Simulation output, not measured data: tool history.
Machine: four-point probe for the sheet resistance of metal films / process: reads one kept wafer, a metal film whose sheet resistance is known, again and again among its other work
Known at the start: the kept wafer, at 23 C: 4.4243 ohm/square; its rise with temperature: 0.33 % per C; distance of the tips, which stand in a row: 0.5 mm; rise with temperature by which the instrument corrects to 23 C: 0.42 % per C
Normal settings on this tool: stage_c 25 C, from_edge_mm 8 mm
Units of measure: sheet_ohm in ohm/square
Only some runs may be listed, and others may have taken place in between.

run	hour	stage_c	from_edge_mm	sheet_ohm
1	0	25	8	4.425188
2	50.6	25	8	4.426406
3	113.3	25	8	4.42506
4	150.6	25	8	4.426646
5	201.7	25	8	4.424828
6	257.6	23	8	4.432368
7	299.1	23	8	4.433205
8	357.5	23	8	4.432724
9	383.9	23	8	4.433613
10	418.7	25	17	4.417773
11	453.4	25	17	4.417252
12	488.1	25	17	4.419724
13	513.8	25	17	4.417476
14	555.9	25	17	4.417061
15	606.1	25	17	4.418944
16	664.6	24	17	4.422124

What will run 17 give?
17	716.1	24	17	?

sheet_ohm: 4.423457 ohm/square
With no hidden state in the tool, this same run would have given sheet_ohm 4.423638 ohm/square.

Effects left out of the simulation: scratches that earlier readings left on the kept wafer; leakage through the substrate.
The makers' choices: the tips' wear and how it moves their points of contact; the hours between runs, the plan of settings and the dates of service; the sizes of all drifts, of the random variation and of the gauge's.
